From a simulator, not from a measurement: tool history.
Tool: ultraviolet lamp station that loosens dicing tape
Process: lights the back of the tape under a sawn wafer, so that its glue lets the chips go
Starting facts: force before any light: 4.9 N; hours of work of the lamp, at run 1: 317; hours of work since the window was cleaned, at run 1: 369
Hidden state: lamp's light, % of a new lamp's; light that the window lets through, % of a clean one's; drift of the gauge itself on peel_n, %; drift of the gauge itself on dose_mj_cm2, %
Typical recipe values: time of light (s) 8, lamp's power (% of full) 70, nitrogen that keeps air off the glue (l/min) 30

run	day	time of light (s)	lamp's power (% of full)	nitrogen that keeps air off the glue (l/min)	hours of work of the lamp	hours of work since the window was cleaned	force that peels the tape off (N)	light that reached the tape (J/m2)
1	0.000	8	70	30	317	369	0.711	2330
2	1.675	8	70	30	347	398	0.721	2240
3	3.858	8	70	30	385	436	0.744	2160
4	5.054	8	70	30	406	457	0.782	2200
5	6.525	8	70	30	432	483	0.839	2110
6	8.375	8	70	30	464	516	0.850	2060
7	9.333	8	70	30	481	533	0.876	2050
8	10.475	8	70	30	501	553	0.930	2000
9	12.512	15	70	30	537	589	0.328	3620
10	13.571	15	70	30	556	607	0.322	3590
11	14.550	8	97	30	573	624	0.600	2620
# day 14.746: window cleaned of glue's vapour
12	16.579	8	97	30	608	32	0.730	2290
13	18.462	5	70	30	641	65	2.024	980
14	19.517	8	83	30	660	84	0.999	1810
15	20.925	8	83	30	684	109	1.029	1820
# day 22.417: window cleaned of glue's vapour, once more
16	23.171	6	70	22	724	13	1.412	1490
# day 23.517: lamp changed
17	25.146	9	70	30	29	47	0.431	3150
18	27.108	6	92	29	63	82	0.553	2700
19	28.400	6	92	29	86	104	0.581	2660
20	29.454	4	76	34	104	123	1.311	1400
21	31.292	5	76	34	137	155	1.038	1770
22	33.196	14	70	11	170	189	0.346	4410
23	34.583	16	70	30	194	213	0.218	4960
24	35.658	5	70	28	213	232	1.298	1530
25	36.812	5	62	28	234	252	1.489	1340
26	38.042	5	62	28	255	274	1.535	1290
27	39.683	5	62	28	284	303	1.566	1280

Per-run results on a tool with no hidden state, each run keeping its own random variation:
run	force that peels the tape off (N)	light that reached the tape (J/m2)
1	0.478	2940
2	0.468	2900
3	0.458	2890
4	0.475	2970
5	0.491	2920
6	0.474	2920
7	0.479	2940
8	0.498	2930
9	0.203	5480
10	0.189	5500
11	0.294	4080
12	0.281	4110
13	1.013	1820
14	0.361	3440
15	0.350	3500
16	0.845	2180
17	0.396	3300
18	0.489	2900
19	0.498	2900
20	1.156	1550
21	0.864	2010
22	0.273	5120
23	0.193	5870
24	1.024	1830
25	1.176	1630
26	1.194	1600
27	1.190	1610
